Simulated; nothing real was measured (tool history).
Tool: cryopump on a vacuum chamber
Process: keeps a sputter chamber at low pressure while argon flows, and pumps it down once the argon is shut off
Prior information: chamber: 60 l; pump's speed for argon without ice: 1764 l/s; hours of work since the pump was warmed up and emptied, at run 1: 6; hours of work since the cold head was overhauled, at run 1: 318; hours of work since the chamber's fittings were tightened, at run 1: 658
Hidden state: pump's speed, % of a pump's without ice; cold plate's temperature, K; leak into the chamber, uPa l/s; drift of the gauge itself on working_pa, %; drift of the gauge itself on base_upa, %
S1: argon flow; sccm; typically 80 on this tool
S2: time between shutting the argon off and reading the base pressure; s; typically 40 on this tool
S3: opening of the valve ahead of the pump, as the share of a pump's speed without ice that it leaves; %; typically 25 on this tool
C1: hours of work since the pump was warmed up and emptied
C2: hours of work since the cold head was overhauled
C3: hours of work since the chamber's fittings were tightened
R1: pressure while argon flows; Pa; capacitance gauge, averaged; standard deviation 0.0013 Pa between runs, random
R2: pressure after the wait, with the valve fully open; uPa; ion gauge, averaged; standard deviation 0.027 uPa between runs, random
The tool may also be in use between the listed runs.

run	hour	S1	S2	S3	C1	C2	C3	R1	R2
1	0.0	80	40	25	6	318	658	0.3067	1.36
2	18.3	80	40	25	15	328	668	0.3064	1.33
3	46.5	80	40	25	30	342	682	0.3087	1.31
4	68.5	80	125	25	41	353	693	0.3105	0.65
5	110.5	80	125	25	62	375	715	0.3104	0.65
6	134.0	80	125	25	74	387	727	0.3098	0.65
7	152.8	80	255	25	84	396	737	0.3104	0.47
8	187.9	80	255	25	102	414	754	0.3123	0.46
9	215.9	80	40	25	116	429	769	0.3130	1.40
10	243.4	39	40	25	130	443	783	0.1532	1.34
11	276.0	39	40	25	147	459	799	0.1537	1.36
12	316.3	80	40	16	167	480	820	0.4886	1.35
13	345.5	80	40	16	182	495	835	0.4880	1.41
14	378.7	80	29	25	199	512	852	0.3157	1.80
15	416.1	80	40	25	218	531	871	0.3190	1.41
16	458.7	80	40	25	240	553	893	0.3174	1.37
17	484.6	80	40	25	253	566	906	0.3187	1.37
18	507.2	80	40	25	265	578	918	0.3193	1.42
19	534.1	112	65	26	279	591	931	0.4344	1.01
20	572.7	112	65	26	298	611	951	0.4342	1.06
# hour 586.5: pump warmed up, emptied and cooled again
21	600.4	117	41	16	7	623	963	0.7058	1.30
22	629.7	117	41	27	22	638	978	0.4177	1.32
23	652.6	117	41	27	34	649	989	0.4178	1.34
24	691.8	117	41	27	54	669	1009	0.4199	1.31
25	736.4	117	232	27	77	692	1032	0.4217	0.49
26	775.9	134	31	25	97	712	1052	0.5166	1.69
27	819.2	80	152	16	119	734	1075	0.4856	0.61
28	841.4	146	42	16	130	746	1086	0.8874	1.36
29	864.3	42	89	40	142	757	1098	0.1047	0.80

Run 30, settings as shown, results not yet in. Your forecast:
30	896.8	42	30	40	159	774	1114	?	?

Run 30 yielded R1 0.1028 Pa, R2 1.81 uPa.
Take away the tool's hidden state, keep the run-to-run variation as it was, and the same run would have given R1 0.0985 Pa, R2 1.64 uPa.
